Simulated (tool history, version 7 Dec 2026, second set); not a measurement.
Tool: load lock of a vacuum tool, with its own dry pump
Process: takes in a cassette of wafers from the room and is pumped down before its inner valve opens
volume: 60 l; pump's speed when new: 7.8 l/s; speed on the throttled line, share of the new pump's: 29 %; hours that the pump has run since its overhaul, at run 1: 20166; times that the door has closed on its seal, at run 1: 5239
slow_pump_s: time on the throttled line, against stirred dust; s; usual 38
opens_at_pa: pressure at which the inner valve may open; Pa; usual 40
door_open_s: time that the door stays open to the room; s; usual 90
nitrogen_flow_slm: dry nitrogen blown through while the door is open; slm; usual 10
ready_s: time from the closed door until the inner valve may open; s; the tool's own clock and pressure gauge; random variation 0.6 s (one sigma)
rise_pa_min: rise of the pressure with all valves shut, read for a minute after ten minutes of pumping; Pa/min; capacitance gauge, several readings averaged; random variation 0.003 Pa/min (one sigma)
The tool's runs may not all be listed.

run	day	slow_pump_s	opens_at_pa	door_open_s	nitrogen_flow_slm	hours that the pump has run since its overhaul	times that the door has closed on its seal	incoming humidity of the room's air, %	ready_s	rise_pa_min
1	0	38	40	90	10	20166	5239	47.1	100.1	0.058
2	4.338	38	40	90	10	20271	5551	47.2	101.9	0.057
3	7.4	38	40	90	10	20344	5771	41.8	100.5	0.054
4	13.812	38	40	90	10	20498	6233	43.5	101.9	0.056
5	20.696	38	40	90	10	20663	6729	45.4	103	0.054
6	26.667	38	40	90	10	20806	7159	46.2	103	0.062
7	30.075	38	40	90	10	20888	7404	42.1	101.7	0.055
8	35.883	38	44	105	25	21028	7822	43.7	100.9	0.046
9	40.804	38	34	40	25	21146	8177	41.1	102.6	0.031
10	44.95	61	40	48	10	21245	8475	47.9	116.7	0.046
11	48.238	38	42	228	10	21324	8712	48.2	102.3	0.116
12	53.779	38	42	228	31	21457	9111	42.9	102.3	0.073

The next listed run, before its measurement:
13	57.858	53	42	228	31	21555	9404	49.8	?	?

ready_s: 112.1 s
rise_pa_min: 0.077 Pa/min
Without the tool's hidden state the same run would have given ready_s 97.9 s, rise_pa_min 0.064 Pa/min.
